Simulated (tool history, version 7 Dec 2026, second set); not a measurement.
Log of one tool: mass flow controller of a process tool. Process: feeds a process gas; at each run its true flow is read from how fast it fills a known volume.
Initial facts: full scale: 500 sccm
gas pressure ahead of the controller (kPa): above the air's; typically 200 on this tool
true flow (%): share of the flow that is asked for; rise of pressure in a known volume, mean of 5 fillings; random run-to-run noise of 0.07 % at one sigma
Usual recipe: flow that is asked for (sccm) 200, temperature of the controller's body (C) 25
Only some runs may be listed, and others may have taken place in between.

| run | day | flow that is asked for (sccm) | gas pressure ahead of the controller (kPa) | temperature of the controller's body (C) | true flow (%) |
|---|---|---|---|---|---|
| 1 | 0 | 200 | 200 | 25 | 98.58 |
| 2 | 13.562 | 200 | 200 | 25 | 98.52 |
| 3 | 26.333 | 200 | 200 | 25 | 98.63 |
| 4 | 38.438 | 200 | 200 | 25 | 98.64 |
| 5 | 58.371 | 200 | 200 | 25 | 98.56 |
| 6 | 71.492 | 200 | 200 | 25 | 98.61 |
| 7 | 84.092 | 167 | 200 | 40 | 97.64 |

Predict the results of run 8:
| 8 | 101.725 | 167 | 200 | 40 | ? |

Run 8 came out at true flow (%) 97.67.
Were there no unlogged condition in the tool, this run, its random variation unchanged, would have produced true flow (%) 97.43.
